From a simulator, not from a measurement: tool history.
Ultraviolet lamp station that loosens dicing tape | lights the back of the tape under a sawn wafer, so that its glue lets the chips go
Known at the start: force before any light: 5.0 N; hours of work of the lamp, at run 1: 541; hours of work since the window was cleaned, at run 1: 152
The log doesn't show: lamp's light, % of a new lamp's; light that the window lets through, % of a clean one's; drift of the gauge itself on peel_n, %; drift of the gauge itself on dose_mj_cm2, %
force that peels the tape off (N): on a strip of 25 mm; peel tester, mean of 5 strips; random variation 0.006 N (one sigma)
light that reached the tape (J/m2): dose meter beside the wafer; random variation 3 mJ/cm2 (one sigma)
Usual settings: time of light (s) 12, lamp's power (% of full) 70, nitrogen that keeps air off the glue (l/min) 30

run   hour  time of light (s)  lamp's power (% of full)  nitrogen that keeps air off the glue (l/min)  hours of work of the lamp  hours of work since the window was cleaned  force that peels the tape off (N)  light that reached the tape (J/m2)
  1      0                 12                        70                                            30                        541                                         152                              0.432                                2950
  2   26.6                 12                        70                                            30                        557                                         168                              0.444                                2870
  3   58.4                 12                        70                                            30                        575                                         186                              0.489                                2830
  4   75.9                 12                        81                                            30                        586                                         196                              0.335                                3230
  5  115.1                 12                        81                                            30                        609                                         219                              0.368                                3170
     128.1  -- lamp changed
  6  138.3                 12                        81                                            30                          6                                         232                              0.133                                4570
  7  158.1                 12                        81                                            30                         18                                         244                              0.159                                4540
     161.8  -- window cleaned of glue's vapour
  8  175.6                 17                        81                                            30                         28                                           8                               0.08                                6090
  9  198.8                 21                        70                                            16                         41                                          22                              0.131                                6340

Forecast run 10:
 10  228.8                 12                        71                                            43                         59                                          39                                  ?                                   ?

force that peels the tape off (N): 0.173
light that reached the tape (J/m2): 3740
Without the tool's hidden state the same run would have given force that peels the tape off (N) 0.107, light that reached the tape (J/m2) 4500.
